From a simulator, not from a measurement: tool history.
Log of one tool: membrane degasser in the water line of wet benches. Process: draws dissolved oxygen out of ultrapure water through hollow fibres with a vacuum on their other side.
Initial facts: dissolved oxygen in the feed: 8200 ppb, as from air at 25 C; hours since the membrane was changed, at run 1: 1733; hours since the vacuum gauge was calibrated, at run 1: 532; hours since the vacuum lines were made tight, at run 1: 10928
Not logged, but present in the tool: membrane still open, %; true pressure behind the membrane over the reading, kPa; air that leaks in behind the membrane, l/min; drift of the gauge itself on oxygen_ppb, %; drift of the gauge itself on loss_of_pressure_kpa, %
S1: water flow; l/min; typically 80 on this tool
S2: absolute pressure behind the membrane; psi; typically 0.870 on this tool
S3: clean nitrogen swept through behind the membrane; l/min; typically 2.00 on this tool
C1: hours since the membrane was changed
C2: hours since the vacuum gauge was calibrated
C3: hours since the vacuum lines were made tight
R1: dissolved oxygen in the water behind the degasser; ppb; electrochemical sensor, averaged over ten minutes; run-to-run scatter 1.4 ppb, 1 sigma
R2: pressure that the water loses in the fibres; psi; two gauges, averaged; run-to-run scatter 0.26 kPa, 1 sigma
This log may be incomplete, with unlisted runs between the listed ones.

run 1 day=0.000 | S1=80 S2=0.870 S3=2.00 | C1=1733 C2=532 C3=10928 | R1=235.8 R2=10.234
run 2 day=1.529 | S1=80 S2=0.870 S3=2.00 | C1=1770 C2=568 C3=10965 | R1=234.5 R2=10.211
run 3 day=2.979 | S1=80 S2=0.870 S3=2.00 | C1=1805 C2=603 C3=10999 | R1=233.2 R2=10.260
run 4 day=4.171 | S1=80 S2=0.870 S3=2.00 | C1=1833 C2=632 C3=11028 | R1=232.7 R2=10.253
run 5 day=5.612 | S1=51 S2=0.870 S3=2.00 | C1=1868 C2=666 C3=11063 | R1=157.1 R2=6.540
run 6 day=7.079 | S1=51 S2=0.870 S3=1.52 | C1=1903 C2=702 C3=11098 | R1=195.7 R2=6.522
run 7 day=8.558 | S1=51 S2=0.870 S3=1.52 | C1=1938 C2=737 C3=11133 | R1=196.1 R2=6.499
run 8 day=10.125 | S1=51 S2=0.870 S3=1.52 | C1=1976 C2=775 C3=11171 | R1=196.5 R2=6.566
run 9 day=11.658 | S1=51 S2=0.870 S3=1.52 | C1=2013 C2=812 C3=11208 | R1=196.1 R2=6.522
run 10 day=12.862 | S1=51 S2=0.870 S3=1.52 | C1=2042 C2=840 C3=11237 | R1=197.2 R2=6.540
run 11 day=14.367 | S1=51 S2=0.870 S3=1.52 | C1=2078 C2=877 C3=11273 | R1=196.5 R2=6.515
run 12 day=15.229 | S1=80 S2=0.870 S3=1.43 | C1=2099 C2=897 C3=11294 | R1=298.1 R2=10.295
run 13 day=16.562 | S1=80 S2=0.870 S3=1.43 | C1=2131 C2=929 C3=11325 | R1=299.9 R2=10.327
run 14 day=18.012 | S1=80 S2=0.870 S3=1.43 | C1=2165 C2=964 C3=11360 | R1=301.0 R2=10.257
run 15 day=19.062 | S1=80 S2=0.870 S3=1.43 | C1=2190 C2=989 C3=11385 | R1=299.2 R2=10.225
run 16 day=20.404 | S1=80 S2=0.870 S3=1.43 | C1=2223 C2=1021 C3=11418 | R1=297.9 R2=10.288
run 17 day=21.383 | S1=116 S2=1.028 S3=4.73 | C1=2246 C2=1045 C3=11441 | R1=242.5 R2=14.939
run 18 day=23.446 | S1=94 S2=2.152 S3=1.55 | C1=2296 C2=1094 C3=11491 | R1=1167.5 R2=12.106
run 19 day=25.088 | S1=113 S2=1.939 S3=4.42 | C1=2335 C2=1134 C3=11530 | R1=571.8 R2=14.468
run 20 day=26.696 | S1=113 S2=1.939 S3=4.42 | C1=2374 C2=1172 C3=11569 | R1=560.8 R2=14.573

Run 21, settings as shown, results not yet in. Your forecast:
run 21 day=27.550 | S1=54 S2=0.815 S3=1.96 | C1=2394 C2=1193 C3=11589 | R1=? R2=?

Run 21 measured R1 144.5 ppb, R2 6.984 psi.
If the tool had no hidden condition, the same run with the same run-to-run variation would have returned R1 140.8 ppb, R2 6.891 psi.

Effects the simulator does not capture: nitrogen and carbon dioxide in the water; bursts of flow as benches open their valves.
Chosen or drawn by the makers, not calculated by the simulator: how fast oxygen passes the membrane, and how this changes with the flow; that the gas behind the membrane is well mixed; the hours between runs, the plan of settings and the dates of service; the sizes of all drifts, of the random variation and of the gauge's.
